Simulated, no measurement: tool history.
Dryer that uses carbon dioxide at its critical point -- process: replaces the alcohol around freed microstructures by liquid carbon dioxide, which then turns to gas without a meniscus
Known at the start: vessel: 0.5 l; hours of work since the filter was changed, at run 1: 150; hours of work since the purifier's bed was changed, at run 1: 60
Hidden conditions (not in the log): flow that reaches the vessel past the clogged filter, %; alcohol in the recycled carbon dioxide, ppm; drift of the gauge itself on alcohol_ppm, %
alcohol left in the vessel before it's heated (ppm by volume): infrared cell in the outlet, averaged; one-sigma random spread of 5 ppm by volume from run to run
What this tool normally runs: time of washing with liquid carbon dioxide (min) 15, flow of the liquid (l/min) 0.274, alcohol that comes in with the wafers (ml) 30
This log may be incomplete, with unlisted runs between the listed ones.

run    hour  time of washing with liquid carbon dioxide (min)  flow of the liquid (l/min)  alcohol that comes in with the wafers (ml)  hours of work since the filter was changed  hours of work since the purifier's bed was changed  alcohol left in the vessel before it's heated (ppm by volume)
  1     0.0                                                15                       0.274                                          30                                         150                                                  60                                                             51
  2    54.6                                                15                       0.274                                          30                                         184                                                  94                                                             65
  3    80.2                                                15                       0.274                                          30                                         200                                                 110                                                             84
  4   105.5                                                15                       0.274                                          30                                         216                                                 126                                                             81
  5   145.7                                                15                       0.274                                          30                                         241                                                 151                                                             95
  6   176.9                                                15                       0.274                                          30                                         260                                                 170                                                            105
      185.0  -- inlet filter changed
  7   210.2                                                15                       0.274                                          30                                          16                                                 190                                                             86
  8   239.1                                                15                       0.274                                          30                                          34                                                 208                                                             91
  9   271.6                                                15                       0.274                                          30                                          54                                                 228                                                            112
 10   323.9                                                15                       0.274                                          30                                          86                                                 260                                                            132
 11   355.0                                                15                       0.274                                          30                                         105                                                 280                                                            130
 12   388.1                                                15                       0.274                                          30                                         126                                                 300                                                            137
 13   420.0                                                15                       0.274                                          30                                         146                                                 320                                                            150
 14   448.8                                                21                       0.274                                          30                                         164                                                 338                                                            123
 15   479.3                                                21                       0.274                                          30                                         182                                                 357                                                            137
 16   531.6                                                21                       0.274                                          30                                         215                                                 389                                                            140
 17   583.7                                                15                       0.274                                          30                                         247                                                 421                                                            170
      609.6  -- inlet filter changed
 18   614.5                                                15                       0.274                                          29                                           3                                                 440                                                            192
 19   660.9                                                15                       0.464                                          30                                          32                                                 469                                                            177
 20   707.5                                                15                       0.184                                          30                                          61                                                 498                                                            468
 21   735.5                                                11                       0.184                                          30                                          78                                                 515                                                           1413
 22   788.0                                                21                       0.462                                          30                                         111                                                 548                                                            196
 23   835.5                                                15                       0.342                                          30                                         140                                                 577                                                            222
 24   864.5                                                12                       0.274                                          67                                         158                                                 595                                                            493
 25   917.4                                                12                       0.274                                          67                                         191                                                 628                                                            512
 26   959.2                                                12                       0.274                                          67                                         217                                                 654                                                            559
 27  1006.3                                                12                       0.274                                          67                                         246                                                 683                                                            571
     1035.0  -- inlet filter changed
     1040.5  -- purifier's bed changed
 28  1053.6                                                14                       0.212                                          36                                          10                                                   8                                                            213
 29  1091.9                                                15                       0.274                                          22                                          33                                                  32                                                             25
 30  1131.5                                                15                       0.274                                          22                                          58                                                  56                                                             31
 31  1158.2                                                22                       0.344                                          26                                          75                                                  73                                                             37
 32  1193.6                                                22                       0.346                                          30                                          96                                                  95                                                             34
 33  1234.8                                                15                       0.180                                          79                                         122                                                 120                                                           1006
 34  1280.4                                                11                       0.230                                          66                                         150                                                 149                                                           1185
 35  1316.0                                                10                       0.165                                          30                                         172                                                 171                                                           2812
 36  1339.8                                                10                       0.165                                          30                                         187                                                 186                                                           2783
 37  1370.1                                                 9                       0.464                                          36                                         206                                                 204                                                            101
 38  1419.0                                                17                       0.173                                          23                                         236                                                 235                                                            295
     1462.0  -- inlet filter changed
 39  1462.0                                                17                       0.327                                          23                                           0                                                 261                                                            102
 40  1485.3                                                12                       0.372                                          73                                          14                                                 275                                                            120

Alternative continuations, all from the tool just after run 40; predict every row:
  A  1515.5                                                16                       0.278                                          43                                          33                                                 294                                                              ?
  B  1515.5                                                15                       0.274                                          22                                          33                                                 294                                                              ?
  C  1515.5                                                15                       0.397                                          73                                          33                                                 294                                                              ?

run  alcohol left in the vessel before it's heated (ppm by volume)
  A                                                            114
  B                                                            119
  C                                                             99
Had the tool no hidden state, the same runs would have come out as:
run  alcohol left in the vessel before it's heated (ppm by volume)
  A                                                             12
  B                                                             20
  C                                                              0

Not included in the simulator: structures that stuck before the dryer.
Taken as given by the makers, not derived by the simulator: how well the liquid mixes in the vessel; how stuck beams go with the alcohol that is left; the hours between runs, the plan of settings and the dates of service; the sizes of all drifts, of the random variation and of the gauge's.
